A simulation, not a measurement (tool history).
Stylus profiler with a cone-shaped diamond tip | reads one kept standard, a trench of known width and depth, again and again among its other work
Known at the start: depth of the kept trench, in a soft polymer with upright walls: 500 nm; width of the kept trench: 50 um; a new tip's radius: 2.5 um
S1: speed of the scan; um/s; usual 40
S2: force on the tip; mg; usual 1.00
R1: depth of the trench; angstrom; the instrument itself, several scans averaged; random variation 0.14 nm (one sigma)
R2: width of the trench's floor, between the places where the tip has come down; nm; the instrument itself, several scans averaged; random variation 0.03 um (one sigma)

| run | hour | S1 | S2 | R1 | R2 |
|---|---|---|---|---|---|
| 1 | 0.0 | 40 | 1.00 | 5034.6 | 46610 |
| 2 | 18.2 | 40 | 1.03 | 5034.8 | 46640 |
| 3 | 42.8 | 40 | 1.03 | 5036.1 | 46580 |
| 4 | 75.6 | 40 | 1.03 | 5031.5 | 46670 |
| 5 | 94.9 | 40 | 1.03 | 5035.8 | 46620 |
| 6 | 113.6 | 30 | 2.58 | 5071.0 | 46640 |
| 7 | 130.4 | 13 | 1.00 | 5032.3 | 46660 |
| 8 | 165.3 | 13 | 1.00 | 5031.8 | 46650 |
| 9 | 181.2 | 13 | 1.00 | 5032.6 | 46750 |
| 10 | 211.9 | 103 | 0.81 | 5026.0 | 46290 |

4 ways to go on from here, each from the tool as it stands after run 10. What would each give?
| A | 240.9 | 19 | 2.26 | ? | ? |
| B | 240.9 | 62 | 1.00 | ? | ? |
| C | 240.9 | 99 | 0.55 | ? | ? |
| D | 240.9 | 17 | 1.00 | ? | ? |

| run | R1 | R2 |
|---|---|---|
| A | 5061.4 | 46690 |
| B | 5032.3 | 46540 |
| C | 5017.8 | 46220 |
| D | 5029.9 | 46660 |
Without the tool's hidden state the same runs would have given:
| run | R1 | R2 |
|---|---|---|
| A | 5070.5 | 46970 |
| B | 5041.3 | 46820 |
| C | 5026.8 | 46500 |
| D | 5038.9 | 46950 |

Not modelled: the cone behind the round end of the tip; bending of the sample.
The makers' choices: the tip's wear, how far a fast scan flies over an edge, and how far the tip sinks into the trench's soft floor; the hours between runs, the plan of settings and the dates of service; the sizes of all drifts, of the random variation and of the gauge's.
